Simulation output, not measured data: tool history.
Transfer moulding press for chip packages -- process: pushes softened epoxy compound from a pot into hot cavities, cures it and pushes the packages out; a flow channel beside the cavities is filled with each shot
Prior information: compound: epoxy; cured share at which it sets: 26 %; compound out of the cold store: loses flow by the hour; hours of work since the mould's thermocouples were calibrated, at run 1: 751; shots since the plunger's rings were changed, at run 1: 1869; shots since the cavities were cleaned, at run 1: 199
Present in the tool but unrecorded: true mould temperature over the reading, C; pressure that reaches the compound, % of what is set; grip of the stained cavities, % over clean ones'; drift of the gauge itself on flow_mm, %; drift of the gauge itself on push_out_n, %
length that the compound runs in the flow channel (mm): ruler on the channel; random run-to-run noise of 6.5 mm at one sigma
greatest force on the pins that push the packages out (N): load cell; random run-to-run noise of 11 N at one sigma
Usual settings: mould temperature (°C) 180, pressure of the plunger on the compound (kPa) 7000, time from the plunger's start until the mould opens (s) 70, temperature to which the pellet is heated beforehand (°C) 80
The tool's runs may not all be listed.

run	hour	mould temperature (°C)	pressure of the plunger on the compound (kPa)	time from the plunger's start until the mould opens (s)	temperature to which the pellet is heated beforehand (°C)	hours of work since the mould's thermocouples were calibrated	shots since the plunger's rings were changed	shots since the cavities were cleaned	incoming compound's hours out of the cold store	length that the compound runs in the flow channel (mm)	greatest force on the pins that push the packages out (N)
1	0	180	7000	70	80	751	1869	199	23.2	731	626
# hour 42.8: cavities cleaned with cleaning compound and waxed
2	59.5	180	7000	70	80	793	2967	317	12.1	740	681
# hour 96.1: cavities cleaned with cleaning compound and waxed
3	119.2	180	7000	70	80	835	4069	438	25.4	693	748
# hour 142.7: mould's thermocouples calibrated
# hour 152.3: cavities cleaned with cleaning compound and waxed
4	152.3	180	7000	70	80	6	4628	0	33.3	675	526
# hour 166.8: plunger's sealing rings changed
# hour 208.4: cavities cleaned with cleaning compound and waxed
5	208.8	180	7000	70	80	44	767	8	10	770	554
# hour 262.5: cavities cleaned with cleaning compound and waxed
6	274.4	180	7000	70	80	90	1980	226	38.7	686	635
# hour 314.3: cavities cleaned with cleaning compound and waxed
7	333	180	7000	70	80	131	3060	352	22.1	720	752
# hour 370.3: cavities cleaned with cleaning compound and waxed
8	392.2	180	7000	70	80	173	4153	414	12.2	734	801
# hour 426.4: cavities cleaned with cleaning compound and waxed
# hour 433.9: plunger's sealing rings changed
9	456.8	180	7000	70	80	217	433	529	27.4	721	796
# hour 480.8: cavities cleaned with cleaning compound and waxed
10	508.8	180	7000	70	80	254	1389	530	20.5	742	771
# hour 534.5: cavities cleaned with cleaning compound and waxed
11	568.9	180	7000	70	80	296	2498	651	20.3	714	824
# hour 588.3: cavities cleaned with cleaning compound and waxed
12	601.8	180	7000	70	80	319	3092	255	19	723	689
# hour 641: cavities cleaned with cleaning compound and waxed
13	652.5	180	7000	70	80	354	4023	216	26.2	691	653
14	691.4	180	6760	70	80	382	4760	953	33.1	654	864
# hour 700.5: plunger's sealing rings changed
# hour 702: cavities cleaned with cleaning compound and waxed
# hour 758.7: cavities cleaned with cleaning compound and waxed
15	760.8	180	6760	70	80	429	1085	40	45.1	667	518
16	805.4	180	7600	97	88	461	1930	885	36	712	551
# hour 812: cavities cleaned with cleaning compound and waxed
17	846.9	180	7600	97	88	490	2687	662	43.2	690	556
# hour 867.5: cavities cleaned with cleaning compound and waxed
18	903.6	180	7600	97	88	530	3731	684	14.5	751	540
# hour 922.6: cavities cleaned with cleaning compound and waxed
# hour 969.6: plunger's sealing rings changed
# hour 980.1: cavities cleaned with cleaning compound and waxed
19	980.7	180	7600	97	88	581	183	12	36.1	732	343
20	1013.8	181	7690	67	78	605	809	638	35.5	731	808
# hour 1034.4: cavities cleaned with cleaning compound and waxed
21	1046.6	181	7690	67	78	628	1402	230	42	720	645
# hour 1089.6: cavities cleaned with cleaning compound and waxed
22	1092	175	5550	70	85	660	2233	45	19.8	665	760
23	1123.9	175	5550	70	85	683	2837	649	11.6	683	1178
# hour 1144.3: cavities cleaned with cleaning compound and waxed
24	1173.5	175	5550	70	85	718	3747	552	38	606	1013
# hour 1196.3: cavities cleaned with cleaning compound and waxed
25	1225.4	175	5550	70	85	754	4702	551	32.7	621	996

Here are 5 independent what-if runs from the current tool condition. What would each one return?
# hour 1239: plunger's sealing rings changed
# hour 1251.8: cavities cleaned with cleaning compound and waxed
A	1296	180	7110	70	80	802	1050	838	12.7	?	?
# hour 1239: plunger's sealing rings changed
# hour 1251.8: cavities cleaned with cleaning compound and waxed
B	1296	180	7000	70	87	802	1050	838	37	?	?
# hour 1239: plunger's sealing rings changed
# hour 1251.8: cavities cleaned with cleaning compound and waxed
C	1296	178	7000	70	80	802	1050	838	36.1	?	?
# hour 1239: plunger's sealing rings changed
# hour 1251.8: cavities cleaned with cleaning compound and waxed
D	1296	175	5830	70	88	802	1050	838	42.5	?	?
# hour 1239: plunger's sealing rings changed
# hour 1251.8: cavities cleaned with cleaning compound and waxed
E	1296	187	7000	73	80	802	1050	838	33.3	?	?

run	length that the compound runs in the flow channel (mm)	greatest force on the pins that push the packages out (N)
A	770	832
B	692	797
C	712	895
D	632	1040
E	686	590
With the hidden condition removed and each run's random variation left untouched, the same runs would have given:
run	length that the compound runs in the flow channel (mm)	greatest force on the pins that push the packages out (N)
A	786	541
B	707	512
C	727	582
D	646	682
E	699	356

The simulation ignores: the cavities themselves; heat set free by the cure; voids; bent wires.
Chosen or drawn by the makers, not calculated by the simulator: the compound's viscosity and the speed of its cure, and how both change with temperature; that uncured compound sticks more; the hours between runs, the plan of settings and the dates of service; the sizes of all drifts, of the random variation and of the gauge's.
